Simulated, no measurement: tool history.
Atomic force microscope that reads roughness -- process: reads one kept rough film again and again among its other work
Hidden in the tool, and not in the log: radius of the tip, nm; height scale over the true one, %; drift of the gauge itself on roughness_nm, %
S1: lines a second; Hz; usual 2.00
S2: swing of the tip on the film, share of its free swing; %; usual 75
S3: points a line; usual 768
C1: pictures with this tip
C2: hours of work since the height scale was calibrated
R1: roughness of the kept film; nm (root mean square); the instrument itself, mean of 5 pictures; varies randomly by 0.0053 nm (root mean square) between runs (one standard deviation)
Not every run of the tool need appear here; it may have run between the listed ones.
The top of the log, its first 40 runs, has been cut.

run,day,S1,S2,S3,C1,C2,R1
41,27.488,1.70,60,367,54,385,0.928
# day 28.362: new tip fitted
42,28.454,1.70,60,367,2,395,0.930
43,29.362,1.70,60,367,22,406,0.936
44,29.988,1.69,69,546,35,413,0.916
45,30.412,2.00,62,333,45,417,0.926
46,31.025,2.41,65,274,58,424,0.897
# day 31.696: new tip fitted
47,31.696,0.82,65,274,0,432,0.940
48,32.342,1.28,68,359,14,439,0.925
49,33.196,1.28,68,359,33,448,0.931
50,34.042,1.28,68,392,52,458,0.923
51,34.821,1.28,68,392,69,467,0.939
# day 34.996: new tip fitted
52,35.579,0.81,71,506,13,475,0.938
53,36.179,1.56,71,506,26,482,0.911

Consider 3 possible next runs. They are alternatives, not a sequence: every one starts from the tool as it was left by run 53. What does each give?
A,36.938,0.89,82,509,43,490,?
B,36.938,1.73,88,768,43,490,?
C,36.938,1.16,64,506,43,490,?

run,R1
A,0.908
B,0.808
C,0.960
Without the tool's unlogged condition, the same runs would have read:
run,R1
A,0.909
B,0.809
C,0.962
